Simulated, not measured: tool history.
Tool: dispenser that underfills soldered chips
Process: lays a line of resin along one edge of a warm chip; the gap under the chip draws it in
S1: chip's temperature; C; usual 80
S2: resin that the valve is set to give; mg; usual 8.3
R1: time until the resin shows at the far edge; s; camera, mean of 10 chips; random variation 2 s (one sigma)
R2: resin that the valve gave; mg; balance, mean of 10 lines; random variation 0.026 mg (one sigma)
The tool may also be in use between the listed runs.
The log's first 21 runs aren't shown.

-- hour=261.1 new syringe of resin
-- hour=271.4 new syringe of resin
run 22 hour=271.8 | S1=68 S2=7.86 | R1=389.1 R2=7.68
-- hour=281.4 new syringe of resin
run 23 hour=282.2 | S1=86 S2=7.18 | R1=173.1 R2=6.96
-- hour=291.7 new syringe of resin
run 24 hour=300.2 | S1=80 S2=9.15 | R1=254.5 R2=8.71
-- hour=301.9 new syringe of resin
-- hour=307.3 dispensing valve cleaned and set on the balance
-- hour=313 new syringe of resin
run 25 hour=314.5 | S1=73 S2=7.33 | R1=319.2 R2=7.36
-- hour=323.7 new syringe of resin
run 26 hour=326.5 | S1=93 S2=7.52 | R1=122.9 R2=7.44
-- hour=334.3 new syringe of resin
-- hour=339.8 stage's temperature calibrated
run 27 hour=342.3 | S1=93 S2=7.52 | R1=133.3 R2=7.42
-- hour=345.3 new syringe of resin
-- hour=356.5 new syringe of resin
run 28 hour=357.5 | S1=80 S2=7.2 | R1=205.5 R2=7.01
-- hour=366.9 new syringe of resin
run 29 hour=373.6 | S1=90 S2=10.3 | R1=139.8 R2=9.98
-- hour=376.9 new syringe of resin
-- hour=387.3 new syringe of resin
run 30 hour=388.6 | S1=83 S2=7.68 | R1=179.2 R2=7.39
-- hour=393.7 dispensing valve cleaned and set on the balance
-- hour=398.3 new syringe of resin
run 31 hour=400 | S1=78 S2=7.55 | R1=236.8 R2=7.55
-- hour=408.3 new syringe of resin
run 32 hour=409.2 | S1=75 S2=7.59 | R1=263.2 R2=7.55
-- hour=418.7 new syringe of resin
run 33 hour=424.3 | S1=75 S2=7.59 | R1=293.5 R2=7.49
-- hour=428.7 new syringe of resin
run 34 hour=433.8 | S1=75 S2=8.34 | R1=276.7 R2=8.2

3 ways to go on from here, each from the tool as it stands after run 34. What would each give?
-- hour=439.6 new syringe of resin
run A hour=441.5 | S1=68 S2=9.14 | R1=? R2=?
-- hour=439.6 new syringe of resin
run B hour=441.5 | S1=82 S2=9.2 | R1=? R2=?
-- hour=439.6 new syringe of resin
run C hour=441.5 | S1=92 S2=10.42 | R1=? R2=?

run=A R1=376.3 R2=8.93
run=B R1=188.3 R2=8.95
run=C R1=115.4 R2=10.15
Without the tool's hidden state the same runs would have given:
run=A R1=353.5 R2=9.15
run=B R1=177.1 R2=9.18
run=C R1=108.8 R2=10.41
